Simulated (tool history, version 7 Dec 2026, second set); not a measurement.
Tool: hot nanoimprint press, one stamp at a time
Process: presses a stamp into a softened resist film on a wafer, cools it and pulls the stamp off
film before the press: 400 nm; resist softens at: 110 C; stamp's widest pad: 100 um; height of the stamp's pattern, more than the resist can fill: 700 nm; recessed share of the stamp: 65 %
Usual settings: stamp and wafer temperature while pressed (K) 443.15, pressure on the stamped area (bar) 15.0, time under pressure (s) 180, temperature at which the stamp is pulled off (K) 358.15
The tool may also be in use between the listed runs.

run	hour	stamp and wafer temperature while pressed (K)	pressure on the stamped area (bar)	time under pressure (s)	temperature at which the stamp is pulled off (K)	resist left under the stamp's widest pad (angstrom)	greatest force while the stamp is pulled off (N)
1	0.0	443.15	15.0	180	358.15	2363	193
2	52.9	443.15	15.0	180	358.15	2354	195
3	114.7	443.15	15.0	180	358.15	2364	195
4	188.9	443.15	15.0	180	358.15	2373	205
5	249.4	443.15	15.0	180	358.15	2377	192
# hour 264.4: stamp cleaned and given a new release coat
6	293.7	443.15	15.0	180	358.15	2359	189
# hour 368.0: press's hydraulic seals changed and the load cell set to zero
7	392.6	443.15	15.0	180	358.15	2360	193
8	464.8	448.15	15.0	180	358.15	1930	191
9	508.3	448.15	15.0	180	358.15	1937	194
10	569.9	443.15	15.0	180	344.15	2366	254
11	637.7	443.15	15.0	180	344.15	2370	251
12	684.7	443.15	15.0	180	344.15	2343	264
# hour 756.9: plate thermocouple calibrated
13	774.2	449.15	22.9	117	355.15	1804	204
14	854.2	440.15	9.8	290	362.15	2676	166
15	895.3	440.15	9.8	235	360.15	2793	176
16	983.9	440.15	9.8	235	360.15	2846	186
17	1065.0	440.15	9.8	235	360.15	2829	178
18	1125.7	452.15	9.4	180	358.15	2031	192
19	1181.3	443.15	11.6	180	358.15	2613	190
20	1219.7	443.15	15.0	207	366.15	2246	153
21	1301.8	443.15	15.0	207	366.15	2281	150
22	1363.0	451.15	12.4	207	366.15	1790	154

5 ways to go on from here, each from the tool as it stands after run 22. What would each give?
A	1414.8	451.15	12.4	193	365.15	?	?
B	1414.8	436.15	16.0	207	366.15	?	?
C	1414.8	451.15	16.5	145	366.15	?	?
D	1414.8	443.15	21.1	129	351.15	?	?
E	1414.8	451.15	12.4	207	359.15	?	?

run	resist left under the stamp's widest pad (angstrom)	greatest force while the stamp is pulled off (N)
A	1846	156
B	2852	161
C	1789	157
D	2296	231
E	1799	184
Without the tool's hidden state the same runs would have given:
run	resist left under the stamp's widest pad (angstrom)	greatest force while the stamp is pulled off (N)
A	1844	153
B	2849	158
C	1787	155
D	2294	228
E	1797	181

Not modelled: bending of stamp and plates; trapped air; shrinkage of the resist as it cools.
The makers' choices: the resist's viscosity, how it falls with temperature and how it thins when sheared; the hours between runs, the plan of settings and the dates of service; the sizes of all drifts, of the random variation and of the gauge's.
